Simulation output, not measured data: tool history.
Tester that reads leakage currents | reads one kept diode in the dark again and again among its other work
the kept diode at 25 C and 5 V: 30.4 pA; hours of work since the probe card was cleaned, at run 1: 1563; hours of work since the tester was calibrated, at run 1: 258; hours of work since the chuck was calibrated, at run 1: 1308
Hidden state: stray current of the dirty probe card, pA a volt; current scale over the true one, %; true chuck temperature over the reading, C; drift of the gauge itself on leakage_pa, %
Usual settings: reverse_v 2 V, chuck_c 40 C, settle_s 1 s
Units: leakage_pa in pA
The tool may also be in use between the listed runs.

run,hour,reverse_v,chuck_c,settle_s,hours of work since the probe card was cleaned,hours of work since the tester was calibrated,hours of work since the chuck was calibrated,leakage_pa
1,0,2,40,1,1563,258,1308,76.66
2,37.8,2,40,0.75,1593,288,1338,76.47
3,84.3,2,40,0.75,1630,325,1374,76.83
4,116.9,2.13,40,1,1656,351,1400,79.23
5,159.4,2.13,40,1,1689,384,1434,79.63
6,195,2.13,40,1,1718,412,1462,79.87
7,219.5,2,47,1,1737,432,1482,130.93
8,267.2,2,47,1,1775,470,1519,131.56
9,308.9,2,47,1,1808,503,1552,131.45
10,367.8,2,47,1,1855,549,1599,131.48
11,415.4,2,40,1,1892,587,1637,78.06
12,459.7,2,40,1,1928,622,1672,79.08
13,499,2,50,1,1959,654,1703,164.34
14,540.5,2,50,1,1992,686,1736,166.03
# hour 555.4: chuck's temperature calibrated
15,592,5.48,50,1,2031,726,29,252.37
16,629.3,5.48,50,1,2060,755,59,254.03
17,658.4,12.05,24,0.59,2083,778,82,68.54
18,701.3,12.27,31,1,2117,812,116,103.71
19,741.4,12.27,31,1,2149,844,147,104.53
20,774.4,1.37,22,5.09,2175,870,174,15.54
21,799,1.37,22,5.09,2195,890,193,15.63
22,835.4,3.57,24,0.79,2224,919,222,31.9
23,877.3,1.5,26,1,2257,952,255,22.41
24,912.7,1.91,45,1,2285,980,283,106.1
25,955.2,1.13,27,1.66,2319,1014,317,20.64
26,1005.2,2.25,43,1.8,2358,1053,357,99.44
27,1031.2,2.25,27,0.84,2379,1074,377,30.67

How the hidden state differs across the entries between the runs, from the last listed run before each to the first after it:
Between runs 14 and 15: chuck's temperature calibrated (hour 555.4)
  stray current of the dirty probe card, pA a volt: 1.811 -> 1.845; current scale over the true one, %: 0.09 -> 0.1; true chuck temperature over the reading, C: 1.13 -> 0.11
  measured less the result without the state, leakage_pa: +16.83 -> +12.27 pA
